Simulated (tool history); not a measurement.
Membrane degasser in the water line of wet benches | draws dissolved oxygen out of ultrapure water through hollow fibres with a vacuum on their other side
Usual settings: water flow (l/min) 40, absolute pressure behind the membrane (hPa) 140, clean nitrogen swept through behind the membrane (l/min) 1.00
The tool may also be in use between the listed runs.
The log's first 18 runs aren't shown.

run,day,water flow (l/min),absolute pressure behind the membrane (hPa),clean nitrogen swept through behind the membrane (l/min),dissolved oxygen in the water behind the degasser (ppb),pressure that the water loses in the fibres (hPa)
# day 72.979: seals of the vacuum lines changed
19,75.142,40,91,2.53,212.9,466.3
20,78.967,40,269,0.82,1829.8,469.0
21,84.033,51,284,0.68,2498.5,600.0
22,88.200,64,184,0.68,1905.0,757.4
23,90.554,40,184,1.77,705.9,471.9
24,95.062,40,184,1.77,704.8,473.2
25,100.217,25,165,1.00,674.5,298.5
26,103.400,44,155,1.00,969.6,521.6
27,106.321,45,140,1.00,879.8,533.7
28,110.912,51,126,0.71,1070.6,600.7
29,113.692,26,168,0.55,1111.6,303.6
30,117.517,40,123,1.00,688.3,474.9
31,121.079,64,203,1.00,1676.9,757.8
32,124.546,31,180,0.56,1338.8,367.5

3 ways to go on from here, each from the tool as it stands after run 32. What would each give?
A,129.517,40,249,1.00,?,?
B,129.517,40,140,2.81,?,?
C,129.517,31,292,1.47,?,?

run,dissolved oxygen in the water behind the degasser (ppb),pressure that the water loses in the fibres (hPa)
A,1482.3,472.0
B,348.9,473.7
C,1073.8,369.2
Without the tool's hidden state the same runs would have given:
run,dissolved oxygen in the water behind the degasser (ppb),pressure that the water loses in the fibres (hPa)
A,1476.6,463.4
B,345.5,465.1
C,1070.0,362.6
